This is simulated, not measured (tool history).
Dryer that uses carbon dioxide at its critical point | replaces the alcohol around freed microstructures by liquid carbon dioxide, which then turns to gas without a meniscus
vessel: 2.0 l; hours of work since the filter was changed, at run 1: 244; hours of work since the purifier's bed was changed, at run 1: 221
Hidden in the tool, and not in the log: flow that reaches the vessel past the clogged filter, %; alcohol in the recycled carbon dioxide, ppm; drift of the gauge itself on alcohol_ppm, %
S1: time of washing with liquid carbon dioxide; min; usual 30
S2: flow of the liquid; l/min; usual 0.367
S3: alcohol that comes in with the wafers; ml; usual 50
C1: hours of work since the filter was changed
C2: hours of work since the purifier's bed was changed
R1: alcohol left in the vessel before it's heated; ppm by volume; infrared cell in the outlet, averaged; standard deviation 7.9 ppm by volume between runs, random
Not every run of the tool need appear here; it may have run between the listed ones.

run,hour,S1,S2,S3,C1,C2,R1
1,0.0,30,0.367,50,244,221,511
2,17.2,30,0.367,50,251,228,490
3,32.8,30,0.367,50,257,234,509
4,47.1,30,0.367,60,264,240,611
5,64.7,30,0.367,60,271,248,627
6,77.0,30,0.367,60,276,253,602
7,88.0,30,0.367,60,281,258,628
8,96.2,30,0.367,60,284,261,599
9,111.8,30,0.367,50,291,268,526
10,126.0,30,0.271,50,297,274,1464
11,146.2,30,0.367,50,305,282,536
12,159.6,30,0.367,50,311,288,538
13,169.4,30,0.367,39,315,292,421
14,187.8,24,0.309,23,323,300,908
15,204.5,43,0.323,109,330,307,449
16,221.6,43,0.323,109,337,314,454
17,236.0,43,0.323,109,343,320,448
18,255.1,23,0.327,25,352,329,910
19,272.8,29,0.511,22,359,336,96
20,290.0,34,0.269,39,366,343,847
21,306.4,34,0.269,39,373,350,872
# hour 321.3: inlet filter changed
22,323.8,34,0.269,39,1,357,738
23,334.0,34,0.269,39,5,361,766
24,350.0,30,0.249,50,12,368,1720
25,361.1,30,0.249,50,17,373,1740
26,379.3,25,0.367,55,25,381,964

Branching from run 26: 4 alternative next runs. What would each branch give?
A,389.2,24,0.511,86,29,385,?
B,389.2,43,0.367,50,29,385,?
C,389.2,35,0.367,39,29,385,?
D,389.2,22,0.367,55,29,385,?

run,R1
A,461
B,123
C,223
D,1409
With no hidden state in the tool, these same runs would have given:
run,R1
A,399
B,75
C,171
D,1327
